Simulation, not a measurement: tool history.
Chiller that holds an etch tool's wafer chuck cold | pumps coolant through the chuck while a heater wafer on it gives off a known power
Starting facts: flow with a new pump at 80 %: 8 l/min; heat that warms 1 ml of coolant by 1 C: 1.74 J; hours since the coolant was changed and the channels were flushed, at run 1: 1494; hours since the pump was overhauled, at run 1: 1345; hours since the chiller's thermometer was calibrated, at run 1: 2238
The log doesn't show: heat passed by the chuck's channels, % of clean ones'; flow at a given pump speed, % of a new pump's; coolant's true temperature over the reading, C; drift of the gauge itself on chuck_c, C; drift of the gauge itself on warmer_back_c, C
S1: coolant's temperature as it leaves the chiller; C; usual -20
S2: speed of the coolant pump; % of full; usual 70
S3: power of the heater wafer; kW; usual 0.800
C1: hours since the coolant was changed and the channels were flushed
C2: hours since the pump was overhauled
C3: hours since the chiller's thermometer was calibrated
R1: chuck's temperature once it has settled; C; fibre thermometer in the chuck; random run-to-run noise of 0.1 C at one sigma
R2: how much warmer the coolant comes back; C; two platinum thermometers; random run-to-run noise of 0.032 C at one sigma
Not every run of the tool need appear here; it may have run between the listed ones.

run 1 hour=0.0 | S1=-20 S2=70 S3=0.800 | C1=1494 C2=1345 C3=2238 | R1=-11.9 R2=4.16
run 2 hour=23.0 | S1=-20 S2=70 S3=0.800 | C1=1517 C2=1368 C3=2261 | R1=-12.2 R2=4.24
run 3 hour=48.8 | S1=-20 S2=70 S3=0.800 | C1=1543 C2=1394 C3=2287 | R1=-12.0 R2=4.19
run 4 hour=75.5 | S1=-20 S2=70 S3=0.800 | C1=1569 C2=1421 C3=2314 | R1=-12.1 R2=4.19
run 5 hour=107.1 | S1=-20 S2=70 S3=0.800 | C1=1601 C2=1452 C3=2345 | R1=-12.2 R2=4.17
run 6 hour=142.1 | S1=-20 S2=70 S3=0.800 | C1=1636 C2=1487 C3=2380 | R1=-12.2 R2=4.19
run 7 hour=162.3 | S1=-20 S2=74 S3=0.800 | C1=1656 C2=1507 C3=2401 | R1=-12.5 R2=3.93
run 8 hour=184.7 | S1=-20 S2=74 S3=0.800 | C1=1679 C2=1530 C3=2423 | R1=-12.5 R2=3.97
run 9 hour=210.5 | S1=-20 S2=74 S3=0.800 | C1=1705 C2=1556 C3=2449 | R1=-12.3 R2=3.95
run 10 hour=234.7 | S1=-20 S2=70 S3=0.800 | C1=1729 C2=1580 C3=2473 | R1=-12.2 R2=4.18
run 11 hour=257.0 | S1=-20 S2=70 S3=0.800 | C1=1751 C2=1602 C3=2495 | R1=-12.1 R2=4.19
run 12 hour=289.9 | S1=-20 S2=96 S3=0.800 | C1=1784 C2=1635 C3=2528 | R1=-13.7 R2=2.99
run 13 hour=314.8 | S1=-20 S2=96 S3=0.800 | C1=1809 C2=1660 C3=2553 | R1=-13.8 R2=2.99
run 14 hour=344.1 | S1=-20 S2=96 S3=0.800 | C1=1838 C2=1689 C3=2582 | R1=-13.6 R2=2.89
run 15 hour=375.1 | S1=-20 S2=96 S3=0.800 | C1=1869 C2=1720 C3=2613 | R1=-13.8 R2=3.00
run 16 hour=399.0 | S1=-20 S2=96 S3=0.800 | C1=1893 C2=1744 C3=2637 | R1=-13.9 R2=3.02
-- hour=402.7 chiller's thermometer calibrated
run 17 hour=419.0 | S1=-20 S2=96 S3=0.800 | C1=1912 C2=1763 C3=16 | R1=-13.9 R2=2.96
run 18 hour=455.6 | S1=-21 S2=96 S3=0.670 | C1=1949 C2=1800 C3=53 | R1=-15.9 R2=2.50
run 19 hour=475.3 | S1=-16 S2=76 S3=0.541 | C1=1968 C2=1819 C3=73 | R1=-11.1 R2=2.65
-- hour=510.0 chiller's thermometer calibrated, once more
run 20 hour=512.3 | S1=-25 S2=89 S3=1.085 | C1=2004 C2=1855 C3=2 | R1=-15.4 R2=4.37

Run 21 comes next. What will it give?
run 21 hour=538.2 | S1=-25 S2=89 S3=1.085 | C1=2030 C2=1881 C3=28 | R1=? R2=?

Logged for run 21: R1 -15.4 C, R2 4.41 C.
Minus the tool's unlogged condition, the same run would have read R1 -16.5 C, R2 4.15 C.

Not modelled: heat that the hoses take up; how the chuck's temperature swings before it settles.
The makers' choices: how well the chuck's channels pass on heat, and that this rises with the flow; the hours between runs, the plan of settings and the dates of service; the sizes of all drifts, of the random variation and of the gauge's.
